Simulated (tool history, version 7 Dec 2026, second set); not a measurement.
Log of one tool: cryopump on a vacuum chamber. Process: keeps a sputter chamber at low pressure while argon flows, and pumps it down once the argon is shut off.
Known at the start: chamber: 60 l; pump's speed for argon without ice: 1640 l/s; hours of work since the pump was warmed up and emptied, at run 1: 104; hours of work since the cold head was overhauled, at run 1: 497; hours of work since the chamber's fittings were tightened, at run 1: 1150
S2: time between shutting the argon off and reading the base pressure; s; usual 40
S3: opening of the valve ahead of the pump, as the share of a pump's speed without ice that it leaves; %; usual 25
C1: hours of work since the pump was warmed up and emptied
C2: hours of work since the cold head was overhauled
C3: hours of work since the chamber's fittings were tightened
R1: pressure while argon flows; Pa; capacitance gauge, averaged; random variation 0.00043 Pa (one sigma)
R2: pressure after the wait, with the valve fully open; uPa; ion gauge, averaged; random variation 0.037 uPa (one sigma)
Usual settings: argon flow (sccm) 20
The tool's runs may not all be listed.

Run 1, day 0.000: usual settings; C1 104; C2 497; C3 1150. Result: R1 0.0832 Pa, R2 2.82 uPa.
Run 2, day 1.104: usual settings; C1 115; C2 509; C3 1162. Result: R1 0.0834 Pa, R2 2.84 uPa.
Run 3, day 3.204: usual settings; C1 138; C2 531; C3 1184. Result: R1 0.0838 Pa, R2 2.88 uPa.
Run 4, day 5.346: usual settings; C1 160; C2 554; C3 1207. Result: R1 0.0841 Pa, R2 2.89 uPa.
Run 5, day 6.992: usual settings; C1 178; C2 571; C3 1224. Result: R1 0.0850 Pa, R2 2.91 uPa.
Run 6, day 8.158: usual settings but argon flow (sccm) 33; C1 190; C2 583; C3 1237. Result: R1 0.1400 Pa, R2 2.85 uPa.
Run 7, day 9.100: usual settings but argon flow (sccm) 33; C1 200; C2 593; C3 1246. Result: R1 0.1406 Pa, R2 2.95 uPa.
Run 8, day 10.975: usual settings; C1 220; C2 613; C3 1266. Result: R1 0.0855 Pa, R2 2.96 uPa.
At day 11.554: leaking fittings of the chamber tightened, without venting.
Run 9, day 12.012: usual settings; C1 230; C2 623; C3 5. Result: R1 0.0848 Pa, R2 2.10 uPa.
Run 10, day 13.554: usual settings but S3 40 %; C1 247; C2 640; C3 21. Result: R1 0.0545 Pa, R2 2.10 uPa.
Run 11, day 14.792: usual settings but S2 260 s, S3 40 %; C1 260; C2 653; C3 34. Result: R1 0.0542 Pa, R2 0.56 uPa.
Run 12, day 16.396: usual settings but S2 260 s, S3 40 %; C1 277; C2 670; C3 51. Result: R1 0.0551 Pa, R2 0.57 uPa.
Run 13, day 17.979: usual settings but S3 50 %; C1 294; C2 687; C3 68. Result: R1 0.0447 Pa, R2 2.12 uPa.
Run 14, day 19.075: usual settings but argon flow (sccm) 11; C1 305; C2 698; C3 80. Result: R1 0.0475 Pa, R2 2.15 uPa.
Run 15, day 20.962: usual settings but argon flow (sccm) 27; C1 325; C2 718; C3 100. Result: R1 0.1163 Pa, R2 2.17 uPa.
Run 16, day 22.196: usual settings but S3 19 %; C1 338; C2 731; C3 113. Result: R1 0.1122 Pa, R2 2.22 uPa.
Run 17, day 23.671: usual settings but S3 19 %; C1 354; C2 747; C3 128. Result: R1 0.1129 Pa, R2 2.14 uPa.
Run 18, day 25.183: usual settings but S2 114 s; C1 370; C2 763; C3 144. Result: R1 0.0873 Pa, R2 0.99 uPa.
Run 19, day 26.221: usual settings but S3 16 %; C1 381; C2 774; C3 156. Result: R1 0.1335 Pa, R2 2.18 uPa.
At day 27.262: pump warmed up, emptied and cooled again.
Run 20, day 27.675: usual settings but S2 197 s, S3 32 %; C1 4; C2 787; C3 169. Result: R1 0.0654 Pa, R2 0.68 uPa.
Run 21, day 29.021: usual settings but S2 197 s, S3 32 %; C1 19; C2 802; C3 183. Result: R1 0.0648 Pa, R2 0.74 uPa.
Run 22, day 30.892: usual settings but argon flow (sccm) 28, S2 123 s, S3 26 %; C1 38; C2 821; C3 203. Result: R1 0.1113 Pa, R2 0.92 uPa.
Run 23, day 31.871: usual settings but argon flow (sccm) 10, S2 156 s, S3 26 %; C1 49; C2 832; C3 213. Result: R1 0.0402 Pa, R2 0.84 uPa.
Run 24, day 32.825: usual settings but argon flow (sccm) 10, S2 156 s, S3 26 %; C1 59; C2 842; C3 223. Result: R1 0.0405 Pa, R2 0.82 uPa.
Run 25, day 34.533: usual settings but argon flow (sccm) 10, S2 156 s, S3 22 %; C1 77; C2 860; C3 241. Result: R1 0.0471 Pa, R2 0.85 uPa.
Run 26, day 36.462: usual settings but S3 16 %; C1 98; C2 880; C3 262. Result: R1 0.1301 Pa, R2 2.26 uPa.
Run 27, day 38.550: usual settings but S3 16 %; C1 120; C2 903; C3 284. Result: R1 0.1307 Pa, R2 2.23 uPa.
Run 28, day 40.417: usual settings but argon flow (sccm) 21; C1 139; C2 922; C3 304. Result: R1 0.0881 Pa, R2 2.31 uPa.
Run 29, day 42.329: usual settings but S2 154 s; C1 160; C2 943; C3 324. Result: R1 0.0851 Pa, R2 0.93 uPa.
Run 30, day 43.596: usual settings but argon flow (sccm) 9, S2 23 s, S3 51 %; C1 173; C2 956; C3 338. Result: R1 0.0189 Pa, R2 3.75 uPa.
Run 31, day 44.583: usual settings but argon flow (sccm) 9, S2 23 s, S3 51 %; C1 184; C2 967; C3 348. Result: R1 0.0190 Pa, R2 3.76 uPa.
Run 32, day 46.121: usual settings but argon flow (sccm) 25, S2 23 s, S3 51 %; C1 200; C2 983; C3 364. Result: R1 0.0539 Pa, R2 3.79 uPa.
Run 33, day 48.188: usual settings but S2 155 s, S3 22 %; C1 222; C2 1005; C3 386. Result: R1 0.0966 Pa, R2 1.03 uPa.

5 ways to go on from here, each from the tool as it stands after run 33. What would each give?
Run A, day 49.062: usual settings but argon flow (sccm) 19, S2 62 s, S3 60 %; C1 231; C2 1014; C3 396. Result: R1 ?, R2 ?.
Run B, day 49.062: usual settings but argon flow (sccm) 10; C1 231; C2 1014; C3 396. Result: R1 ?, R2 ?.
Run C, day 49.062: usual settings but S2 55 s; C1 231; C2 1014; C3 396. Result: R1 ?, R2 ?.
Run D, day 49.062: usual settings but argon flow (sccm) 9, S2 155 s, S3 27 %; C1 231; C2 1014; C3 396. Result: R1 ?, R2 ?.
Run E, day 49.062: usual settings but argon flow (sccm) 22, S3 31 %; C1 231; C2 1014; C3 396. Result: R1 ?, R2 ?.

run      R1    R2
  A  0.0353  1.70
  B  0.0428  2.37
  C  0.0853  1.87
  D  0.0355  1.04
  E  0.0765  2.40
Without the tool's hidden state the same runs would have given:
run      R1    R2
  A  0.0326  1.37
  B  0.0414  2.04
  C  0.0824  1.54
  D  0.0343  0.71
  E  0.0733  2.06
